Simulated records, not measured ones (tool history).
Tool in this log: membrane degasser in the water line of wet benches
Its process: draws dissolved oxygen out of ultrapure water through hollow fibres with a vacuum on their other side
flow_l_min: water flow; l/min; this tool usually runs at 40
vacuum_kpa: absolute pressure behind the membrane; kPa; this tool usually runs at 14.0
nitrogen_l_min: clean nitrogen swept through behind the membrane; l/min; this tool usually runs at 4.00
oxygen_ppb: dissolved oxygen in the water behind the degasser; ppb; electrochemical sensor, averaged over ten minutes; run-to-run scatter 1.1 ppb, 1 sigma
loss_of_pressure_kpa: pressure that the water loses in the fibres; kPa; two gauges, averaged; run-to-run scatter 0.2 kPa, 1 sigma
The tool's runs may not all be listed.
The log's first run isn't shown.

run 2 day=3.475 | flow_l_min=40 vacuum_kpa=14.0 nitrogen_l_min=4.00 | oxygen_ppb=253.3 loss_of_pressure_kpa=42.39
run 3 day=7.888 | flow_l_min=40 vacuum_kpa=14.0 nitrogen_l_min=1.62 | oxygen_ppb=554.5 loss_of_pressure_kpa=42.40
run 4 day=11.979 | flow_l_min=40 vacuum_kpa=14.0 nitrogen_l_min=1.62 | oxygen_ppb=556.0 loss_of_pressure_kpa=41.80
run 5 day=15.188 | flow_l_min=40 vacuum_kpa=14.0 nitrogen_l_min=1.62 | oxygen_ppb=552.9 loss_of_pressure_kpa=42.11
run 6 day=19.167 | flow_l_min=40 vacuum_kpa=30.6 nitrogen_l_min=1.62 | oxygen_ppb=1278.6 loss_of_pressure_kpa=42.33
run 7 day=22.567 | flow_l_min=41 vacuum_kpa=14.0 nitrogen_l_min=4.00 | oxygen_ppb=258.8 loss_of_pressure_kpa=43.37
run 8 day=27.112 | flow_l_min=41 vacuum_kpa=26.9 nitrogen_l_min=4.00 | oxygen_ppb=544.7 loss_of_pressure_kpa=43.15
-- day=31.208 vacuum gauge calibrated
run 9 day=31.575 | flow_l_min=41 vacuum_kpa=26.9 nitrogen_l_min=4.00 | oxygen_ppb=551.8 loss_of_pressure_kpa=43.13
run 10 day=34.221 | flow_l_min=40 vacuum_kpa=14.0 nitrogen_l_min=4.00 | oxygen_ppb=253.2 loss_of_pressure_kpa=42.27
run 11 day=39.071 | flow_l_min=40 vacuum_kpa=14.0 nitrogen_l_min=4.00 | oxygen_ppb=253.0 loss_of_pressure_kpa=42.23
run 12 day=43.904 | flow_l_min=40 vacuum_kpa=14.0 nitrogen_l_min=4.00 | oxygen_ppb=254.2 loss_of_pressure_kpa=42.24
run 13 day=46.475 | flow_l_min=40 vacuum_kpa=14.0 nitrogen_l_min=4.00 | oxygen_ppb=253.5 loss_of_pressure_kpa=42.20
run 14 day=51.508 | flow_l_min=48 vacuum_kpa=14.0 nitrogen_l_min=4.00 | oxygen_ppb=298.7 loss_of_pressure_kpa=50.67
run 15 day=55.554 | flow_l_min=48 vacuum_kpa=14.0 nitrogen_l_min=4.00 | oxygen_ppb=301.1 loss_of_pressure_kpa=50.30
run 16 day=58.608 | flow_l_min=40 vacuum_kpa=14.0 nitrogen_l_min=4.00 | oxygen_ppb=256.4 loss_of_pressure_kpa=42.30
-- day=63.183 seals of the vacuum lines changed
run 17 day=63.700 | flow_l_min=40 vacuum_kpa=14.0 nitrogen_l_min=4.00 | oxygen_ppb=254.4 loss_of_pressure_kpa=42.28
run 18 day=66.254 | flow_l_min=40 vacuum_kpa=9.0 nitrogen_l_min=4.53 | oxygen_ppb=125.7 loss_of_pressure_kpa=42.44
run 19 day=69.050 | flow_l_min=40 vacuum_kpa=9.0 nitrogen_l_min=4.53 | oxygen_ppb=126.7 loss_of_pressure_kpa=42.15
run 20 day=74.150 | flow_l_min=56 vacuum_kpa=23.5 nitrogen_l_min=4.53 | oxygen_ppb=571.9 loss_of_pressure_kpa=58.60
run 21 day=79.296 | flow_l_min=56 vacuum_kpa=23.5 nitrogen_l_min=4.53 | oxygen_ppb=572.3 loss_of_pressure_kpa=59.06
run 22 day=81.562 | flow_l_min=45 vacuum_kpa=14.0 nitrogen_l_min=5.88 | oxygen_ppb=203.4 loss_of_pressure_kpa=47.44
run 23 day=85.496 | flow_l_min=40 vacuum_kpa=14.0 nitrogen_l_min=4.98 | oxygen_ppb=209.9 loss_of_pressure_kpa=42.16
run 24 day=90.367 | flow_l_min=47 vacuum_kpa=12.6 nitrogen_l_min=4.52 | oxygen_ppb=235.9 loss_of_pressure_kpa=49.56

The next listed run, before its measurement:
run 25 day=95.025 | flow_l_min=35 vacuum_kpa=34.1 nitrogen_l_min=1.79 | oxygen_ppb=? loss_of_pressure_kpa=?

Run 25 measured oxygen_ppb 1213.2 ppb, loss_of_pressure_kpa 36.83 kPa.
If the tool had no hidden condition, the same run with the same run-to-run variation would have returned oxygen_ppb 1182.0 ppb, loss_of_pressure_kpa 36.79 kPa.

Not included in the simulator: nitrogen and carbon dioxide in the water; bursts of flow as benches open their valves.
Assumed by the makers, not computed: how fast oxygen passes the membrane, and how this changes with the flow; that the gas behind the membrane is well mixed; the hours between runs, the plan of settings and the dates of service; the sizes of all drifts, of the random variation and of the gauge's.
